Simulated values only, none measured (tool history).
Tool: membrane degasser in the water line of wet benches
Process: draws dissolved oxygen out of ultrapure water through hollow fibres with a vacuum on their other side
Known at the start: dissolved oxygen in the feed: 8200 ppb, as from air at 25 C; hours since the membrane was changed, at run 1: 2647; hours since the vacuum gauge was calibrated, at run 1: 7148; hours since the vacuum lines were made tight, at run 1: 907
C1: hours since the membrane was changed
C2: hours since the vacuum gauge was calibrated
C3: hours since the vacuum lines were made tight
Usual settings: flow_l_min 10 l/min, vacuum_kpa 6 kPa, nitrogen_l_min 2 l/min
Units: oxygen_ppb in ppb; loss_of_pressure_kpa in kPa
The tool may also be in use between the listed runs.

{"run": 1, "day": 0.0, "flow_l_min": 10, "vacuum_kpa": 6, "nitrogen_l_min": 2, "C1": 2647, "C2": 7148, "C3": 907, "oxygen_ppb": 168.5, "loss_of_pressure_kpa": 49.39}
{"day": 0.229, "done": "vacuum gauge calibrated"}
{"run": 2, "day": 1.917, "flow_l_min": 10, "vacuum_kpa": 6, "nitrogen_l_min": 2.22, "C1": 2693, "C2": 40, "C3": 952, "oxygen_ppb": 167, "loss_of_pressure_kpa": 49.72}
{"run": 3, "day": 3.767, "flow_l_min": 10, "vacuum_kpa": 6, "nitrogen_l_min": 2.22, "C1": 2737, "C2": 85, "C3": 996, "oxygen_ppb": 163.9, "loss_of_pressure_kpa": 49.97}
{"run": 4, "day": 7.317, "flow_l_min": 10, "vacuum_kpa": 6, "nitrogen_l_min": 2.22, "C1": 2822, "C2": 170, "C3": 1082, "oxygen_ppb": 171.5, "loss_of_pressure_kpa": 49.89}
{"run": 5, "day": 9.279, "flow_l_min": 15, "vacuum_kpa": 6, "nitrogen_l_min": 2, "C1": 2869, "C2": 217, "C3": 1129, "oxygen_ppb": 334.5, "loss_of_pressure_kpa": 74.94}
{"run": 6, "day": 11.525, "flow_l_min": 15, "vacuum_kpa": 6, "nitrogen_l_min": 2, "C1": 2923, "C2": 271, "C3": 1183, "oxygen_ppb": 336.3, "loss_of_pressure_kpa": 74.62}
{"run": 7, "day": 13.904, "flow_l_min": 15, "vacuum_kpa": 6, "nitrogen_l_min": 2, "C1": 2980, "C2": 328, "C3": 1240, "oxygen_ppb": 334.7, "loss_of_pressure_kpa": 74.8}
{"run": 8, "day": 15.867, "flow_l_min": 10, "vacuum_kpa": 6, "nitrogen_l_min": 2, "C1": 3027, "C2": 375, "C3": 1287, "oxygen_ppb": 169.4, "loss_of_pressure_kpa": 49.93}
{"run": 9, "day": 18.308, "flow_l_min": 10, "vacuum_kpa": 6, "nitrogen_l_min": 2, "C1": 3086, "C2": 434, "C3": 1345, "oxygen_ppb": 170.4, "loss_of_pressure_kpa": 49.86}
{"run": 10, "day": 20.879, "flow_l_min": 10, "vacuum_kpa": 11.17, "nitrogen_l_min": 2, "C1": 3148, "C2": 496, "C3": 1407, "oxygen_ppb": 231.7, "loss_of_pressure_kpa": 49.61}
{"run": 11, "day": 23.5, "flow_l_min": 10, "vacuum_kpa": 6, "nitrogen_l_min": 2, "C1": 3211, "C2": 559, "C3": 1470, "oxygen_ppb": 171.3, "loss_of_pressure_kpa": 50.02}
{"run": 12, "day": 26.733, "flow_l_min": 10, "vacuum_kpa": 6, "nitrogen_l_min": 2, "C1": 3288, "C2": 636, "C3": 1548, "oxygen_ppb": 172.3, "loss_of_pressure_kpa": 50.29}
{"run": 13, "day": 29.125, "flow_l_min": 10, "vacuum_kpa": 6, "nitrogen_l_min": 2, "C1": 3346, "C2": 693, "C3": 1605, "oxygen_ppb": 174.4, "loss_of_pressure_kpa": 50}
{"run": 14, "day": 30.633, "flow_l_min": 10, "vacuum_kpa": 6, "nitrogen_l_min": 2, "C1": 3382, "C2": 730, "C3": 1641, "oxygen_ppb": 173.3, "loss_of_pressure_kpa": 50}
{"run": 15, "day": 32.15, "flow_l_min": 10, "vacuum_kpa": 6, "nitrogen_l_min": 2, "C1": 3418, "C2": 766, "C3": 1678, "oxygen_ppb": 170.6, "loss_of_pressure_kpa": 50.11}
{"run": 16, "day": 34.433, "flow_l_min": 10, "vacuum_kpa": 6, "nitrogen_l_min": 2, "C1": 3473, "C2": 821, "C3": 1732, "oxygen_ppb": 173.7, "loss_of_pressure_kpa": 50.05}
{"run": 17, "day": 35.979, "flow_l_min": 10, "vacuum_kpa": 4.27, "nitrogen_l_min": 0.95, "C1": 3510, "C2": 858, "C3": 1770, "oxygen_ppb": 167.5, "loss_of_pressure_kpa": 50.49}
{"run": 18, "day": 39.408, "flow_l_min": 10, "vacuum_kpa": 4.27, "nitrogen_l_min": 0.95, "C1": 3592, "C2": 940, "C3": 1852, "oxygen_ppb": 164.5, "loss_of_pressure_kpa": 49.93}
{"run": 19, "day": 42.267, "flow_l_min": 8, "vacuum_kpa": 5.61, "nitrogen_l_min": 0.99, "C1": 3661, "C2": 1009, "C3": 1920, "oxygen_ppb": 137, "loss_of_pressure_kpa": 40.11}
{"run": 20, "day": 44.6, "flow_l_min": 6, "vacuum_kpa": 10.6, "nitrogen_l_min": 1.26, "C1": 3717, "C2": 1065, "C3": 1976, "oxygen_ppb": 135.4, "loss_of_pressure_kpa": 30.09}
{"run": 21, "day": 47.362, "flow_l_min": 6, "vacuum_kpa": 10.6, "nitrogen_l_min": 1.26, "C1": 3783, "C2": 1131, "C3": 2043, "oxygen_ppb": 132.6, "loss_of_pressure_kpa": 29.98}
{"run": 22, "day": 49.55, "flow_l_min": 6, "vacuum_kpa": 10.6, "nitrogen_l_min": 1.26, "C1": 3836, "C2": 1184, "C3": 2095, "oxygen_ppb": 134.8, "loss_of_pressure_kpa": 30.16}
{"run": 23, "day": 52.225, "flow_l_min": 6, "vacuum_kpa": 5.26, "nitrogen_l_min": 3.75, "C1": 3900, "C2": 1248, "C3": 2159, "oxygen_ppb": 53.9, "loss_of_pressure_kpa": 30.16}
{"run": 24, "day": 55.192, "flow_l_min": 6, "vacuum_kpa": 5.26, "nitrogen_l_min": 3.75, "C1": 3971, "C2": 1319, "C3": 2231, "oxygen_ppb": 53.7, "loss_of_pressure_kpa": 30.28}
{"run": 25, "day": 58.725, "flow_l_min": 6, "vacuum_kpa": 5.26, "nitrogen_l_min": 3.75, "C1": 4056, "C2": 1404, "C3": 2315, "oxygen_ppb": 54.8, "loss_of_pressure_kpa": 30.22}
{"run": 26, "day": 61.138, "flow_l_min": 10, "vacuum_kpa": 11.49, "nitrogen_l_min": 2, "C1": 4114, "C2": 1462, "C3": 2373, "oxygen_ppb": 245, "loss_of_pressure_kpa": 50.58}
{"run": 27, "day": 64.296, "flow_l_min": 14, "vacuum_kpa": 6, "nitrogen_l_min": 2, "C1": 4190, "C2": 1538, "C3": 2449, "oxygen_ppb": 314.4, "loss_of_pressure_kpa": 70.52}
{"run": 28, "day": 65.954, "flow_l_min": 13, "vacuum_kpa": 6, "nitrogen_l_min": 1.79, "C1": 4230, "C2": 1577, "C3": 2489, "oxygen_ppb": 282.8, "loss_of_pressure_kpa": 65.58}
{"run": 29, "day": 69.012, "flow_l_min": 13, "vacuum_kpa": 6, "nitrogen_l_min": 1.79, "C1": 4303, "C2": 1651, "C3": 2562, "oxygen_ppb": 287.2, "loss_of_pressure_kpa": 65.6}
{"run": 30, "day": 71.983, "flow_l_min": 9, "vacuum_kpa": 10.7, "nitrogen_l_min": 2, "C1": 4374, "C2": 1722, "C3": 2634, "oxygen_ppb": 199.7, "loss_of_pressure_kpa": 45.74}
{"run": 31, "day": 74.733, "flow_l_min": 6, "vacuum_kpa": 6, "nitrogen_l_min": 2, "C1": 4440, "C2": 1788, "C3": 2700, "oxygen_ppb": 68, "loss_of_pressure_kpa": 30.24}
{"run": 32, "day": 76.658, "flow_l_min": 10, "vacuum_kpa": 12.93, "nitrogen_l_min": 1.29, "C1": 4486, "C2": 1834, "C3": 2746, "oxygen_ppb": 321.5, "loss_of_pressure_kpa": 50.72}

4 ways to go on from here, each from the tool as it stands after run 32. What would each give?
{"run": "A", "day": 79.933, "flow_l_min": 7, "vacuum_kpa": 6.43, "nitrogen_l_min": 2, "C1": 4565, "C2": 1913, "C3": 2824, "oxygen_ppb": "?", "loss_of_pressure_kpa": "?"}
{"run": "B", "day": 79.933, "flow_l_min": 13, "vacuum_kpa": 4.03, "nitrogen_l_min": 2.64, "C1": 4565, "C2": 1913, "C3": 2824, "oxygen_ppb": "?", "loss_of_pressure_kpa": "?"}
{"run": "C", "day": 79.933, "flow_l_min": 9, "vacuum_kpa": 8.52, "nitrogen_l_min": 2.81, "C1": 4565, "C2": 1913, "C3": 2824, "oxygen_ppb": "?", "loss_of_pressure_kpa": "?"}
{"run": "D", "day": 79.933, "flow_l_min": 11, "vacuum_kpa": 12.93, "nitrogen_l_min": 1.29, "C1": 4565, "C2": 1913, "C3": 2824, "oxygen_ppb": "?", "loss_of_pressure_kpa": "?"}

run=A oxygen_ppb=98.2 loss_of_pressure_kpa=35.71
run=B oxygen_ppb=249.3 loss_of_pressure_kpa=66.16
run=C oxygen_ppb=161.6 loss_of_pressure_kpa=45.6
run=D oxygen_ppb=371.2 loss_of_pressure_kpa=55.84
Without the tool's hidden state the same runs would have given:
run=A oxygen_ppb=82.5 loss_of_pressure_kpa=34.08
run=B oxygen_ppb=211.8 loss_of_pressure_kpa=63.14
run=C oxygen_ppb=138.1 loss_of_pressure_kpa=43.52
run=D oxygen_ppb=336.4 loss_of_pressure_kpa=53.29
